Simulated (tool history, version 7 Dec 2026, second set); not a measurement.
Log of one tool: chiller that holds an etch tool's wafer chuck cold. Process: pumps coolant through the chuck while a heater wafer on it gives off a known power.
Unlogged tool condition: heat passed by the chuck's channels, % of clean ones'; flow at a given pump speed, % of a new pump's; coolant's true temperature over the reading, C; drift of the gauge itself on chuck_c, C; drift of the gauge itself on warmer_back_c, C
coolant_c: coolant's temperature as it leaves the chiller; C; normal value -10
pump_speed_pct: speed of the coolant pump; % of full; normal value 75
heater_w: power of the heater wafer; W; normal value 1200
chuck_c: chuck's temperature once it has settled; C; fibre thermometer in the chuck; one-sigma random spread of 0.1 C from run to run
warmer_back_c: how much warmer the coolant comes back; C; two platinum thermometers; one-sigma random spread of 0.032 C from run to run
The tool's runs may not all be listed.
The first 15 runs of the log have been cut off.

run    hour  coolant_c  pump_speed_pct  heater_w  hours since the coolant was changed and the channels were flushed  hours since the pump was overhauled  hours since the chiller's thermometer was calibrated  chuck_c  warmer_back_c
 16   821.6        -15              75      1200                                                               3496                                 3095                                                   760     -5.9           4.33
 17   874.2        -15              75      1200                                                               3549                                 3148                                                   813     -6.1           4.36
 18   905.5        -15              75      1200                                                               3580                                 3179                                                   844     -5.8           4.39
 19   939.1        -15              75      1200                                                               3614                                 3213                                                   878     -5.9           4.41
 20     986        -15              75      1200                                                               3661                                 3260                                                   925     -5.9           4.41
 21  1058.9        -15              75      1200                                                               3734                                 3333                                                   998       -6            4.4
 22  1131.5        -17              61      1205                                                               3806                                 3405                                                  1070     -6.2           5.31
 23  1183.7        -17              61      1205                                                               3859                                 3457                                                  1122     -6.4           5.26
 24  1245.2         -5              61       730                                                               3920                                 3519                                                  1184      1.6           3.17
 25    1298         -5              61       730                                                               3973                                 3572                                                  1237      1.5           3.22
 26    1346         -5              61       730                                                               4021                                 3620                                                  1285      1.8           3.25
 27  1395.3        -10              75       864                                                               4070                                 3669                                                  1334     -3.5           3.08
 28  1447.5        -10              75       864                                                               4122                                 3721                                                  1386     -3.4           3.14
 29    1484        -14              66       960                                                               4159                                 3758                                                  1423     -6.1           3.96
 30  1543.7        -14              66       960                                                               4219                                 3817                                                  1482     -5.9           4.03
 31  1611.2         -5              82       960                                                               4286                                 3885                                                  1550      1.9           3.23
 32  1663.9         -1              85      1099                                                               4339                                 3938                                                  1603      6.7           3.57
 33  1694.2         -1              75      1193                                                               4369                                 3968                                                  1633        8           4.38

Below are 3 alternative next runs, each starting from the tool's condition after run 33. Predict each:
  A  1727        -18              75      1200                                                               4402                                 4001                                                  1666        ?              ?
  B  1727        -14              75      1393                                                               4402                                 4001                                                  1666        ?              ?
  C  1727        -14              65      1200                                                               4402                                 4001                                                  1666        ?              ?

run  chuck_c  warmer_back_c
  A     -8.6           4.39
  B     -3.3           5.13
  C     -3.6              5
The same runs, with their run-to-run variation unchanged, on a tool lacking any hidden condition would have given:
run  chuck_c  warmer_back_c
  A     -9.4           4.15
  B     -4.1           4.85
  C     -4.5           4.73
